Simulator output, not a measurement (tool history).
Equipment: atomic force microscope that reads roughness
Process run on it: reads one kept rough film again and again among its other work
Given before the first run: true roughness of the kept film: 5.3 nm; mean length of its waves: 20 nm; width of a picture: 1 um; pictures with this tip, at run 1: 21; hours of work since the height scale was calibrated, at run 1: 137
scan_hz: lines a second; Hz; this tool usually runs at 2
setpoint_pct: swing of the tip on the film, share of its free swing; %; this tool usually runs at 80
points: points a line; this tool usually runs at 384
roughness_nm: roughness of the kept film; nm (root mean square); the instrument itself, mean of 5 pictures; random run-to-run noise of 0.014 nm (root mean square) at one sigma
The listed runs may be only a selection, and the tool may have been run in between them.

| run | day | scan_hz | setpoint_pct | points | pictures with this tip | hours of work since the height scale was calibrated | roughness_nm |
|---|---|---|---|---|---|---|---|
| 1 | 0 | 2 | 80 | 384 | 21 | 137 | 3.247 |
| 2 | 0.233 | 2 | 80 | 384 | 30 | 141 | 3.217 |
| 3 | 0.467 | 2 | 90 | 384 | 39 | 144 | 2.956 |
| 4 | 0.8 | 2 | 90 | 286 | 52 | 149 | 2.926 |
| 5 | 1.088 | 2 | 90 | 286 | 63 | 153 | 2.935 |
| 6 | 1.538 | 2 | 80 | 384 | 81 | 159 | 3.232 |
| 7 | 1.767 | 2 | 83 | 384 | 90 | 162 | 3.146 |
| 8 | 2.088 | 2 | 80 | 384 | 102 | 167 | 3.239 |
| 9 | 2.425 | 2 | 80 | 372 | 115 | 172 | 3.213 |
| 10 | 2.721 | 2 | 65 | 384 | 126 | 176 | 3.553 |
| 11 | 3.204 | 2 | 65 | 384 | 145 | 183 | 3.524 |
| 12 | 3.421 | 2 | 65 | 384 | 154 | 186 | 3.501 |
| 13 | 3.842 | 2 | 65 | 384 | 170 | 192 | 3.525 |
| 14 | 4.204 | 2 | 59 | 384 | 184 | 197 | 3.603 |
| 15 | 4.538 | 2 | 59 | 384 | 197 | 202 | 3.598 |
| 16 | 4.992 | 2 | 59 | 384 | 214 | 208 | 3.603 |
| 17 | 5.3 | 2 | 59 | 384 | 226 | 212 | 3.617 |
|  | 5.4 | new tip fitted |
| 18 | 5.542 | 2 | 59 | 384 | 6 | 216 | 3.652 |
| 19 | 5.912 | 0.55 | 59 | 384 | 20 | 221 | 3.752 |
| 20 | 6.221 | 2 | 80 | 683 | 32 | 225 | 3.278 |
| 21 | 6.583 | 2 | 80 | 683 | 46 | 230 | 3.284 |
| 22 | 7.067 | 2 | 80 | 683 | 65 | 237 | 3.244 |
| 23 | 7.446 | 1.7 | 80 | 384 | 79 | 242 | 3.287 |
| 24 | 7.675 | 2.91 | 80 | 384 | 88 | 246 | 3.039 |
| 25 | 8.058 | 2.91 | 80 | 384 | 103 | 251 | 3.051 |
| 26 | 8.358 | 2.91 | 80 | 384 | 115 | 255 | 3.029 |
| 27 | 8.733 | 2.42 | 80 | 400 | 129 | 261 | 3.157 |
| 28 | 8.988 | 0.63 | 80 | 321 | 139 | 264 | 3.581 |
| 29 | 9.217 | 0.56 | 58 | 321 | 148 | 267 | 3.737 |
| 30 | 9.617 | 0.56 | 58 | 321 | 164 | 273 | 3.72 |
| 31 | 9.896 | 0.5 | 80 | 308 | 174 | 277 | 3.607 |
| 32 | 10.317 | 0.5 | 80 | 308 | 190 | 283 | 3.61 |
| 33 | 10.658 | 0.89 | 80 | 308 | 204 | 288 | 3.487 |
| 34 | 10.95 | 0.79 | 80 | 947 | 215 | 292 | 3.612 |
| 35 | 11.238 | 1.51 | 60 | 668 | 226 | 296 | 3.72 |
|  | 11.325 | new tip fitted |
| 36 | 11.579 | 3.36 | 65 | 668 | 10 | 301 | 3.402 |
| 37 | 11.975 | 3.36 | 65 | 668 | 25 | 306 | 3.428 |
| 38 | 12.354 | 3.84 | 61 | 387 | 40 | 312 | 3.423 |
| 39 | 12.808 | 1.87 | 80 | 336 | 57 | 318 | 3.235 |
| 40 | 13.108 | 2.18 | 74 | 384 | 69 | 322 | 3.335 |
| 41 | 13.525 | 0.51 | 85 | 593 | 85 | 328 | 3.635 |
| 42 | 13.992 | 1.52 | 85 | 593 | 103 | 335 | 3.28 |
| 43 | 14.275 | 0.8 | 66 | 593 | 114 | 339 | 3.725 |
| 44 | 14.583 | 3.45 | 57 | 359 | 126 | 343 | 3.503 |
| 45 | 15.008 | 3.45 | 57 | 359 | 142 | 349 | 3.534 |
| 46 | 15.342 | 1.19 | 55 | 722 | 155 | 354 | 3.771 |
| 47 | 15.825 | 1.19 | 55 | 722 | 174 | 361 | 3.774 |
| 48 | 16.179 | 1.19 | 55 | 722 | 187 | 366 | 3.739 |
| 49 | 16.421 | 2.34 | 68 | 642 | 197 | 369 | 3.451 |
| 50 | 16.783 | 1.25 | 56 | 388 | 211 | 374 | 3.715 |
| 51 | 17.121 | 1.86 | 80 | 537 | 224 | 379 | 3.277 |

Across each entry between runs, compare the hidden state at the last listed run before it with the hidden state at the first listed run after it:
After run 17, before run 18: new tip fitted (day 5.4)
  radius of the tip, nm: 7.1 -> 7
  measured minus no-state result, roughness_nm: -0.016 -> -0.001 nm (root mean square)
After run 35, before run 36: new tip fitted (day 11.325)
  radius of the tip, nm: 7.1 -> 7
  measured minus no-state result, roughness_nm: -0.016 -> -0.001 nm (root mean square)

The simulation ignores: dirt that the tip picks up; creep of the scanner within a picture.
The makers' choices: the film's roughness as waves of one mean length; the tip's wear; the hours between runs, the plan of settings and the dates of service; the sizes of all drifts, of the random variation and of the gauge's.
